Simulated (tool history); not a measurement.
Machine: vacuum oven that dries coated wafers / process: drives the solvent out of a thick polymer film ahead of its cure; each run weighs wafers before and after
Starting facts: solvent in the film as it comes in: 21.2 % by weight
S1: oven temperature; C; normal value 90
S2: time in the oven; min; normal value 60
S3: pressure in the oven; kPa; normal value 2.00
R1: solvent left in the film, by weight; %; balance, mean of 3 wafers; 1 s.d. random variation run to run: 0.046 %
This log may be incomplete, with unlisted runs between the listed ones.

run    hour   S1  S2    S3     R1
  1     0.0   90  60  2.00   3.57
  2    86.1   90  77  2.00   2.44
  3   147.0   90  60  3.14   4.11
  4   269.2   90  60  3.14   4.17
  5   380.1   90  64  2.00   3.36
  6   485.9   90  64  2.00   3.38
  7   603.9   90  60  4.66   4.23
  8   702.4   95  60  2.00   2.11
  9   824.2   95  60  2.00   2.19
 10   881.2   90  96  2.00   1.74
 11   991.8   90  96  2.00   1.85
 12  1076.0   90  96  2.00   1.84
 13  1159.8   90  96  2.00   1.85
 14  1276.5   90  60  2.00   3.41
 15  1345.9   95  60  2.00   2.29
 16  1466.8   95  60  2.00   2.21
 17  1554.0   95  60  2.00   2.28
 18  1633.5   95  60  2.00   2.23
 19  1703.5   90  60  2.00   3.62
 20  1814.2   90  60  2.00   3.46
 21  1866.7   91  60  2.00   3.30
 22  1941.7   90  60  2.00   3.55
 23  2027.7   90  60  2.00   3.64
 24  2084.5   77  55  6.45  10.78
 25  2154.0   76  50  6.32  11.47
 26  2247.7   96  92  5.19   2.51
 27  2352.1   91  55  2.00   3.82
 28  2406.3   91  55  2.00   3.81
 29  2505.1   77  91  4.66   7.53
 30  2586.0   77  63  3.97   9.11
 31  2637.0   90  57  2.00   3.93
 32  2703.7   90  57  2.00   3.97
 33  2766.6   90  57  2.00   3.99
 34  2850.4   90  57  2.00   4.11
 35  2916.3   90  96  2.00   2.13
 36  3032.2   77  42  1.76  10.20
 37  3131.8   77  42  1.76  10.19
 38  3200.9   90  66  4.48   4.61
 39  3257.6   95  60  1.21   2.47
 40  3339.5  102  47  2.12   2.19
 41  3461.1   90  38  2.71   6.25
 42  3563.9   79  33  2.00   9.78
 43  3632.3   79  33  2.00   9.83
 44  3730.8   79  33  2.00   9.78
 45  3830.6   79  33  2.00   9.81
 46  3928.5   93  77  2.00   1.59

Missing from the log above: 4 entries noted between runs. For each, name the pair of listed runs it sits between and say how the tool's hidden condition differs from the listed run just before to the listed run just after:
From run 6 to run 7: oven's thermocouples calibrated (hour 544.2)
  true wafer temperature over the reading, C: -1.91 -> -0.1; true pressure over the reading, kPa: 0.582 -> 0.601
  difference, measured minus the result without the unlogged condition, R1: +0.71 -> +0.26 %
From run 32 to run 33: vacuum gauge cleaned of residue and calibrated (hour 2714.9)
  true wafer temperature over the reading, C: -1.58 -> -1.63; true pressure over the reading, kPa: 0.958 -> 1.097
  difference, measured minus the result without the unlogged condition, R1: +0.81 -> +0.88 %
From run 40 to run 41: vacuum gauge cleaned of residue and calibrated, once more (hour 3427.4)
  true wafer temperature over the reading, C: -2.04 -> -2.13; true pressure over the reading, kPa: 1.195 -> 0.003
  difference, measured minus the result without the unlogged condition, R1: +0.67 -> +0.71 %
From run 41 to run 42: oven's thermocouples calibrated (hour 3563.9)
  true wafer temperature over the reading, C: -2.13 -> 0.21; true pressure over the reading, kPa: 0.003 -> 0.021
  difference, measured minus the result without the unlogged condition, R1: +0.71 -> -0.06 %
